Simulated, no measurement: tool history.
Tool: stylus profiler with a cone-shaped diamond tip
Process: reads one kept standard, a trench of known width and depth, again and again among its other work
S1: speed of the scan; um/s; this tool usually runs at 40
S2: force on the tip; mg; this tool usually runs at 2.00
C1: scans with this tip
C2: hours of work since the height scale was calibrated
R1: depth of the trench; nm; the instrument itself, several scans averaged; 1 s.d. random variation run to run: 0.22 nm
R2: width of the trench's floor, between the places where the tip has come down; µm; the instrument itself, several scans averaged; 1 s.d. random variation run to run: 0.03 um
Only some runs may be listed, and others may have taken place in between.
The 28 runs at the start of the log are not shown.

{"run": 29, "hour": 1291.4, "S1": 14, "S2": 5.48, "C1": 6552, "C2": 596, "R1": 1007.7, "R2": 94.8}
{"run": 30, "hour": 1322.3, "S1": 106, "S2": 1.72, "C1": 6781, "C2": 616, "R1": 1001.46, "R2": 94.24}
{"run": 31, "hour": 1371.2, "S1": 106, "S2": 1.72, "C1": 7143, "C2": 649, "R1": 1001.37, "R2": 94.16}
{"run": 32, "hour": 1410.7, "S1": 106, "S2": 1.72, "C1": 7436, "C2": 676, "R1": 1001.61, "R2": 94.12}
{"run": 33, "hour": 1467.6, "S1": 32, "S2": 2.58, "C1": 7857, "C2": 714, "R1": 1002.82, "R2": 94.49}
{"run": 34, "hour": 1499.8, "S1": 115, "S2": 5.84, "C1": 8096, "C2": 736, "R1": 1007.52, "R2": 94.24}
{"run": 35, "hour": 1549.6, "S1": 10, "S2": 2.8, "C1": 8465, "C2": 769, "R1": 1003.29, "R2": 94.55}
{"run": 36, "hour": 1598.7, "S1": 40, "S2": 2.69, "C1": 8829, "C2": 803, "R1": 1002.53, "R2": 94.33}
{"run": 37, "hour": 1650.8, "S1": 40, "S2": 2.69, "C1": 9215, "C2": 838, "R1": 1002.85, "R2": 94.32}
{"run": 38, "hour": 1705.6, "S1": 139, "S2": 2.16, "C1": 9621, "C2": 875, "R1": 1001.23, "R2": 93.73}
{"hour": 1730.7, "done": "new tip fitted, height scale calibrated"}
{"run": 39, "hour": 1751.7, "S1": 139, "S2": 2.16, "C1": 156, "C2": 14, "R1": 1005.3, "R2": 95.18}
{"run": 40, "hour": 1784.2, "S1": 55, "S2": 2.47, "C1": 396, "C2": 36, "R1": 1005.96, "R2": 95.56}
{"run": 41, "hour": 1819.9, "S1": 18, "S2": 1.83, "C1": 661, "C2": 60, "R1": 1004.74, "R2": 95.73}
{"run": 42, "hour": 1876.0, "S1": 18, "S2": 1.83, "C1": 1076, "C2": 98, "R1": 1004.36, "R2": 95.58}
{"run": 43, "hour": 1909.0, "S1": 111, "S2": 5.09, "C1": 1321, "C2": 120, "R1": 1009.35, "R2": 95.32}
{"run": 44, "hour": 1968.3, "S1": 111, "S2": 5.09, "C1": 1760, "C2": 160, "R1": 1008.92, "R2": 95.25}
{"run": 45, "hour": 2013.2, "S1": 88, "S2": 2.23, "C1": 2092, "C2": 190, "R1": 1004.57, "R2": 95.03}

Here are 5 independent what-if runs from the current tool condition. What would each one return?
{"run": "A", "hour": 2060.3, "S1": 40, "S2": 2.07, "C1": 2441, "C2": 222, "R1": "?", "R2": "?"}
{"run": "B", "hour": 2060.3, "S1": 30, "S2": 2.78, "C1": 2441, "C2": 222, "R1": "?", "R2": "?"}
{"run": "C", "hour": 2060.3, "S1": 18, "S2": 4.42, "C1": 2441, "C2": 222, "R1": "?", "R2": "?"}
{"run": "D", "hour": 2060.3, "S1": 103, "S2": 2.0, "C1": 2441, "C2": 222, "R1": "?", "R2": "?"}
{"run": "E", "hour": 2060.3, "S1": 40, "S2": 3.57, "C1": 2441, "C2": 222, "R1": "?", "R2": "?"}

run=A R1=1004.28 R2=95.24
run=B R1=1005.30 R2=95.33
run=C R1=1007.86 R2=95.34
run=D R1=1003.88 R2=94.92
run=E R1=1006.68 R2=95.26
With no hidden state in the tool, these same runs would have given:
run=A R1=1005.49 R2=95.79
run=B R1=1006.52 R2=95.88
run=C R1=1009.08 R2=95.89
run=D R1=1005.10 R2=95.47
run=E R1=1007.90 R2=95.81

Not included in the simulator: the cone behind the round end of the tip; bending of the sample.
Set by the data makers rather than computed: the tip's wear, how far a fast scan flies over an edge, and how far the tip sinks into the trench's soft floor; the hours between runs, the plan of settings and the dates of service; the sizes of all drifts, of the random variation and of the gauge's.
